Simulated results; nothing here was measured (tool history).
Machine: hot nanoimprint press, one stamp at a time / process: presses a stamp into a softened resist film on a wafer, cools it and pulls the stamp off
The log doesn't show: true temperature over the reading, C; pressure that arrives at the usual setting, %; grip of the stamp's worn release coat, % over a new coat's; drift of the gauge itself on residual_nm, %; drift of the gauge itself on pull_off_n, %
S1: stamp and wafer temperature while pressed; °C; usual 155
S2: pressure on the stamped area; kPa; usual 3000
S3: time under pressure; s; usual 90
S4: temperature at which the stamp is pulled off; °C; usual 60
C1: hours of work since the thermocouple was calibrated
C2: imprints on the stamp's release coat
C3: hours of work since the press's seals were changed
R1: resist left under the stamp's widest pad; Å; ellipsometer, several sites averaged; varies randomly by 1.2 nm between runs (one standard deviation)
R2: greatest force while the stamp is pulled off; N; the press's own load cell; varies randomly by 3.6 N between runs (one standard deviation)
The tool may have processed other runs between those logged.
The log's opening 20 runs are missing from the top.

run 21 day=20.4 | S1=164 S2=3000 S3=90 S4=47 | C1=47 C2=205 C3=341 | R1=1250 R2=237
run 22 day=21.562 | S1=155 S2=2020 S3=90 S4=60 | C1=63 C2=283 C3=358 | R1=2221 R2=193
run 23 day=22.796 | S1=166 S2=2320 S3=58 S4=47 | C1=81 C2=366 C3=375 | R1=1516 R2=249
run 24 day=23.638 | S1=166 S2=2320 S3=58 S4=47 | C1=93 C2=423 C3=387 | R1=1535 R2=255
run 25 day=24.933 | S1=166 S2=2320 S3=58 S4=47 | C1=111 C2=509 C3=405 | R1=1517 R2=274
run 26 day=26.25 | S1=166 S2=3190 S3=58 S4=46 | C1=129 C2=598 C3=423 | R1=1306 R2=275
run 27 day=27.3 | S1=144 S2=2750 S3=160 S4=46 | C1=144 C2=668 C3=438 | R1=2565 R2=289
run 28 day=28.158 | S1=144 S2=2520 S3=160 S4=46 | C1=156 C2=726 C3=450 | R1=2673 R2=300
run 29 day=29.483 | S1=152 S2=1810 S3=71 S4=46 | C1=174 C2=815 C3=468 | R1=2711 R2=299
run 30 day=30.654 | S1=162 S2=2070 S3=50 S4=57 | C1=191 C2=893 C3=485 | R1=1963 R2=251
run 31 day=31.842 | S1=162 S2=2070 S3=50 S4=57 | C1=207 C2=973 C3=501 | R1=1957 R2=249

Here are 3 independent what-if runs from the current tool condition. What would each one return?
run A day=32.546 | S1=162 S2=2070 S3=99 S4=55 | C1=217 C2=1020 C3=511 | R1=? R2=?
run B day=32.546 | S1=162 S2=2070 S3=61 S4=57 | C1=217 C2=1020 C3=511 | R1=? R2=?
run C day=32.546 | S1=148 S2=3000 S3=123 S4=55 | C1=217 C2=1020 C3=511 | R1=? R2=?

run=A R1=1493 R2=265
run=B R1=1826 R2=257
run=C R1=2281 R2=257
Take away the tool's hidden state, keep each run's random variation, and the runs would have read:
run=A R1=1546 R2=189
run=B R1=1886 R2=183
run=C R1=2356 R2=183

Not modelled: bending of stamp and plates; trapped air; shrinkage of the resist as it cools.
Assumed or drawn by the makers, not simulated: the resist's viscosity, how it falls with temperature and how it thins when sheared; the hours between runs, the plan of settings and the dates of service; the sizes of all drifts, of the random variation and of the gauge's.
